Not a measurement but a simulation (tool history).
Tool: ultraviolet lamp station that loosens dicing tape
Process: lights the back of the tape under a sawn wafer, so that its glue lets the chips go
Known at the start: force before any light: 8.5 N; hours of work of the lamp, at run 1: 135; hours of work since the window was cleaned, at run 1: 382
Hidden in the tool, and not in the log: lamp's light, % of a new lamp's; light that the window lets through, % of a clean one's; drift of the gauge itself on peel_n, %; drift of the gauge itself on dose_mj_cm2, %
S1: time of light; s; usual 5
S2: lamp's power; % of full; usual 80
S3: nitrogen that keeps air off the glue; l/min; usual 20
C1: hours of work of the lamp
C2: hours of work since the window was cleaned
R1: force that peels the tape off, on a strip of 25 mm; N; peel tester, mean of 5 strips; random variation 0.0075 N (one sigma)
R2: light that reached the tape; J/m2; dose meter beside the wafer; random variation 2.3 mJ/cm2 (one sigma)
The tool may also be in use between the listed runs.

run     day  S1  S2  S3   C1   C2     R1    R2
  1   0.000   5  80  20  135  382  0.278  2120
  2   1.633   5  71  20  161  408  0.378  1880
  3   4.742   5  71  20  211  457  0.355  1850
  4   6.562   5  71  20  240  486  0.364  1900
  5   8.046   5  71  20  263  510  0.375  1870
      8.750  -- window cleaned of glue's vapour
  6  10.917   5  71  20  309   34  0.372  1890
  7  13.933   3  80  20  357   82  0.888  1300
  8  15.721   3  80  20  385  111  0.919  1300
  9  17.675   5  96  20  416  142  0.194  2530
 10  19.654   2  68  29  448  173  2.130   710
 11  22.717   4  68  31  496  222  0.573  1380

Forecast run 12:
 12  24.225   7  99  33  520  246   ?   ?

{"run 12": {"R1": 0.129, "R2": 3710}}
Without the tool's hidden state the same run would have given R1 0.129 N, R2 3720 J/m2.

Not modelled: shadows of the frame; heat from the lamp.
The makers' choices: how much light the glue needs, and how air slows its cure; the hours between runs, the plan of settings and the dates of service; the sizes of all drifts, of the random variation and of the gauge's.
